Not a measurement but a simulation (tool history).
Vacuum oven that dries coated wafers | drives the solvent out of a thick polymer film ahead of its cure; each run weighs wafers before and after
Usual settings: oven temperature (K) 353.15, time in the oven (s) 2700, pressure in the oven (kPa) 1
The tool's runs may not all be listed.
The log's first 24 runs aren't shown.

run,hour,oven temperature (K),time in the oven (s),pressure in the oven (kPa),hours of work since the thermocouples were calibrated,hours of work since the vacuum gauge was cleaned of residue,solvent left in the film (%)
25,2041.7,353.15,2760,1.33,460,1276,4.34
26,2121,353.15,1560,1.33,504,1320,7.76
27,2200.1,347.15,2880,1.31,548,1364,6.97
28,2250.3,363.15,1800,0.56,576,1392,2.83
29,2325.6,363.15,1800,0.56,618,1434,2.74
30,2400.6,363.15,1440,2.16,660,1475,4.53
# hour 2432.2: oven's thermocouples calibrated
31,2466.3,360.15,2160,1,19,1511,2.9
32,2516.1,353.15,2160,0.63,47,1538,5.19
33,2626.6,341.15,4860,1.48,108,1600,6.63
34,2680.4,340.15,1740,1.37,138,1630,12.32

3 ways to go on from here, each from the tool as it stands after run 34. What would each give?
# hour 2752.5: vacuum gauge cleaned of residue and calibrated
A,2780.4,365.15,2700,1.37,193,16,?
# hour 2752.5: vacuum gauge cleaned of residue and calibrated
B,2780.4,353.15,2940,1,193,16,?
# hour 2752.5: vacuum gauge cleaned of residue and calibrated
C,2780.4,339.15,2580,1.77,193,16,?

run,solvent left in the film (%)
A,1
B,3.6
C,10.62
Without the tool's hidden state the same runs would have given:
run,solvent left in the film (%)
A,0.99
B,3.62
C,10.63

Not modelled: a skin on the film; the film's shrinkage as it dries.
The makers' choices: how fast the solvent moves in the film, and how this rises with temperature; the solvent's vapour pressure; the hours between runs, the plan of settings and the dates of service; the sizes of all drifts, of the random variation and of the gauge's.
